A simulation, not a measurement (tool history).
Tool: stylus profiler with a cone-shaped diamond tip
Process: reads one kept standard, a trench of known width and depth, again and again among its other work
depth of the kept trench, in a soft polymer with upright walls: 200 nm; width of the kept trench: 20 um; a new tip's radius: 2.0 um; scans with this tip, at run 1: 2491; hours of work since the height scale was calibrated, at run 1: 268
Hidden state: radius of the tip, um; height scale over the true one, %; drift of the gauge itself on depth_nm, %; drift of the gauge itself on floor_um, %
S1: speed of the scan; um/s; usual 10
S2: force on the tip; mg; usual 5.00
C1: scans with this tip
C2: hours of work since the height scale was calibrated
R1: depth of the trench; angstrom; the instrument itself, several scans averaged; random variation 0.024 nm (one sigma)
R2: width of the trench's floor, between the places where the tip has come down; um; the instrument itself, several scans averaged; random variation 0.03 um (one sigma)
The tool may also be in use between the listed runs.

run,hour,S1,S2,C1,C2,R1,R2
1,0.0,10,5.00,2491,268,2039.7,18.18
2,17.0,10,3.00,2607,281,2028.0,18.18
3,32.2,10,5.00,2710,292,2040.0,18.24
4,44.1,10,5.00,2791,301,2040.2,18.15
5,62.0,10,5.00,2914,314,2039.6,18.16
6,76.1,10,5.00,3010,324,2039.6,18.20
7,88.9,10,5.00,3097,334,2039.8,18.19
8,113.4,10,3.51,3264,352,2031.4,18.20
9,137.1,10,3.51,3426,369,2031.8,18.20
10,148.2,10,3.51,3501,377,2031.3,18.20
11,163.1,10,9.99,3603,388,2063.3,18.24
12,179.3,10,5.00,3713,400,2039.7,18.25
13,192.2,10,5.00,3801,410,2040.2,18.23
14,207.5,10,5.00,3905,421,2039.7,18.24
15,219.1,11,10.08,3985,429,2063.7,18.25
16,238.7,2,9.66,4119,444,2061.6,18.20
17,250.9,2,9.66,4201,453,2061.5,18.22
18,267.9,29,1.98,4318,465,2021.2,18.12
19,279.9,29,1.98,4399,474,2021.7,18.12
20,303.9,4,4.13,4563,492,2035.0,18.21
21,320.8,4,4.13,4678,504,2035.3,18.22
22,332.0,11,7.35,4755,512,2051.6,18.20
23,346.8,11,7.35,4856,523,2051.5,18.24
24,367.2,11,7.35,4994,538,2051.5,18.22
25,387.8,11,7.35,5135,553,2051.4,18.22
26,409.7,11,7.35,5284,569,2051.3,18.23
27,422.3,11,7.35,5370,579,2050.9,18.17
28,447.5,11,7.35,5542,597,2051.6,18.23

Forecast each of these 3 alternatives for the next run:
A,460.0,22,3.78,5627,606,?,?
B,460.0,6,3.78,5627,606,?,?
C,460.0,7,5.02,5627,606,?,?

run,R1,R2
A,2032.8,18.17
B,2032.6,18.21
C,2040.0,18.21
Without the tool's hidden state the same runs would have given:
run,R1,R2
A,2032.9,18.19
B,2032.7,18.22
C,2040.0,18.22
